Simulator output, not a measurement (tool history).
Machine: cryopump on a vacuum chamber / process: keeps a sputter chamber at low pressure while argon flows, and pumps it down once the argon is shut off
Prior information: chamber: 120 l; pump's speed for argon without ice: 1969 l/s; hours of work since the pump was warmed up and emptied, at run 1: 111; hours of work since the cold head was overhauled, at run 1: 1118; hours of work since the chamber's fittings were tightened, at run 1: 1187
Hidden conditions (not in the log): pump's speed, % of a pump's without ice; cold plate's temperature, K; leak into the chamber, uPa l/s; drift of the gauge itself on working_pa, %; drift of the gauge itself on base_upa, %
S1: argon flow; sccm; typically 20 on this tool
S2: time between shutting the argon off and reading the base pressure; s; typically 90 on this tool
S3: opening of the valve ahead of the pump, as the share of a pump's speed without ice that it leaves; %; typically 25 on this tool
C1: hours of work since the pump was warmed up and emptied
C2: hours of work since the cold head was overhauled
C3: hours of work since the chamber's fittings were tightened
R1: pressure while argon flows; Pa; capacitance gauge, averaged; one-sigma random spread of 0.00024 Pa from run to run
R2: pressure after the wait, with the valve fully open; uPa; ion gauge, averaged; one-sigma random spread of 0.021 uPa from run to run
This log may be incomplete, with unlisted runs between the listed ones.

run,hour,S1,S2,S3,C1,C2,C3,R1,R2
1,0,20,90,25,111,1118,1187,0.0694,1.55
2,52.3,20,90,25,138,1145,1214,0.0691,1.58
3,104.4,20,90,25,165,1172,1241,0.0691,1.7
4,139,20,90,25,183,1190,1259,0.0692,1.65
5,173.5,21,90,25,201,1208,1277,0.0733,1.72
6,212.3,26,175,24,221,1228,1297,0.0944,1.58
7,258.7,26,175,24,245,1252,1321,0.0941,1.63
8,284.2,26,175,24,259,1266,1334,0.0943,1.7
9,320.9,20,90,16,278,1285,1353,0.1078,1.78
10,373.1,20,90,16,305,1312,1381,0.1087,1.81

4 options for the next run, each taken on its own from the tool as it stands now. Forecast them:
A,423,20,44,26,331,1338,1407,?,?
B,423,17,43,32,331,1338,1407,?,?
C,423,27,90,25,331,1338,1407,?,?
D,423,20,221,26,331,1338,1407,?,?

run,R1,R2
A,0.0667,2.11
B,0.0466,2.1
C,0.0944,1.81
D,0.067,1.67
The same runs, with their run-to-run variation unchanged, on a tool lacking any hidden condition would have given:
run,R1,R2
A,0.0655,0.61
B,0.0455,0.63
C,0.0927,0.35
D,0.0657,0.2

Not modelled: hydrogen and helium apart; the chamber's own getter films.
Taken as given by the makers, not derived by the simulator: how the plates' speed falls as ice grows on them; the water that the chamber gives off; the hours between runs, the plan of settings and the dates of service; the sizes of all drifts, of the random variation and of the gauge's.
